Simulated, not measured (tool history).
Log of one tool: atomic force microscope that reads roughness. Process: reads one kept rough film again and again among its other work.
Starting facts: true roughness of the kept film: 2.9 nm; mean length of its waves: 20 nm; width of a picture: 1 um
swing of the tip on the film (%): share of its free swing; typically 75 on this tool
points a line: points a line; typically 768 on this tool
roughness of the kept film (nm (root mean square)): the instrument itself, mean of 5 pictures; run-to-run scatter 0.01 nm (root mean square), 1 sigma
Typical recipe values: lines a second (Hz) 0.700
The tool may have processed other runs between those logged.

run   hour  lines a second (Hz)  swing of the tip on the film (%)  points a line  roughness of the kept film (nm (root mean square))
  1    0.0                0.700                                75            768                                               1.901
  2    9.1                0.700                                69            768                                               1.865
  3   15.7                0.700                                69            768                                               1.830
  4   24.6                0.700                                69            768                                               1.794
      38.2  -- new tip fitted
  5   38.2                0.700                                75            768                                               2.281
  6   49.0                0.700                                75            768                                               2.209
  7   58.1                0.700                                66            768                                               2.180
  8   64.8                0.700                                66            768                                               2.152
  9   70.6                0.700                                66            768                                               2.093
 10   80.4                0.700                                66            768                                               2.047
 11   89.5                0.700                                62            768                                               1.997
 12   95.2                0.700                                62            768                                               1.969
 13  100.9                0.700                                62            768                                               1.932
 14  114.1                0.700                                62            768                                               1.869
 15  122.8                0.700                                75            337                                               1.769
 16  132.4                0.700                                75            280                                               1.698
     138.3  -- new tip fitted
 17  144.3                0.700                                75            280                                               2.179
 18  151.8                0.700                                75            768                                               2.199
 19  162.2                0.700                                75            768                                               2.111
 20  168.4                0.700                                75            768                                               2.071
 21  174.1                0.700                                75            768                                               2.046
 22  185.1                0.700                                75            768                                               1.985
 23  197.2                0.700                                75            768                                               1.920
 24  203.5                0.700                                75            768                                               1.865
 25  212.2                0.700                                75            768                                               1.838
 26  221.4                0.700                                75            768                                               1.794
 27  234.3                0.700                                75            768                                               1.752
     239.2  -- new tip fitted
 28  244.4                0.700                                75            918                                               2.271
 29  256.3                0.531                                65            918                                               2.235
 30  268.0                1.925                                64            952                                               2.072
 31  277.3                1.550                                84            768                                               1.859
 32  285.0                1.109                                84            900                                               1.892
 33  296.4                1.109                                84            900                                               1.820
 34  309.1                0.700                                80            318                                               1.811
 35  322.2                0.700                                80            318                                               1.754
 36  333.0                1.013                                75            518                                               1.724
     339.0  -- new tip fitted
 37  340.4                0.836                                75            490                                               2.219
 38  348.7                0.836                                84            328                                               2.079
 39  361.2                0.748                                61            588                                               2.160
 40  372.9                0.748                                61            588                                               2.087
 41  379.0                0.519                                79            674                                               2.019
 42  384.6                1.554                                70            811                                               1.905
 43  396.4                0.906                                76            811                                               1.870
 44  403.0                2.462                                67            369                                               1.748
 45  412.3                1.598                                58            929                                               1.857
 46  418.8                1.598                                55            536                                               1.821
 47  430.0                1.598                                55            536                                               1.781
     439.5  -- new tip fitted
 48  442.0                1.720                                83            625                                               2.020
 49  448.2                0.700                                75            920                                               2.248
 50  454.7                0.580                                64            721                                               2.225
 51  463.7                0.580                                64            721                                               2.168
 52  474.7                0.587                                75            388                                               2.051
 53  486.3                0.587                                67            613                                               2.030
 54  496.6                1.313                                75            819                                               1.892

3 ways to go on from here, each from the tool as it stands after run 54. What would each give?
  A  509.5                0.648                                78            583                                                   ?
  B  509.5                1.313                                66            604                                                   ?
  C  509.5                0.700                                59            351                                                   ?

run  roughness of the kept film (nm (root mean square))
  A                                               1.846
  B                                               1.839
  C                                               1.884
With no hidden state in the tool, these same runs would have given:
run  roughness of the kept film (nm (root mean square))
  A                                               2.275
  B                                               2.266
  C                                               2.322

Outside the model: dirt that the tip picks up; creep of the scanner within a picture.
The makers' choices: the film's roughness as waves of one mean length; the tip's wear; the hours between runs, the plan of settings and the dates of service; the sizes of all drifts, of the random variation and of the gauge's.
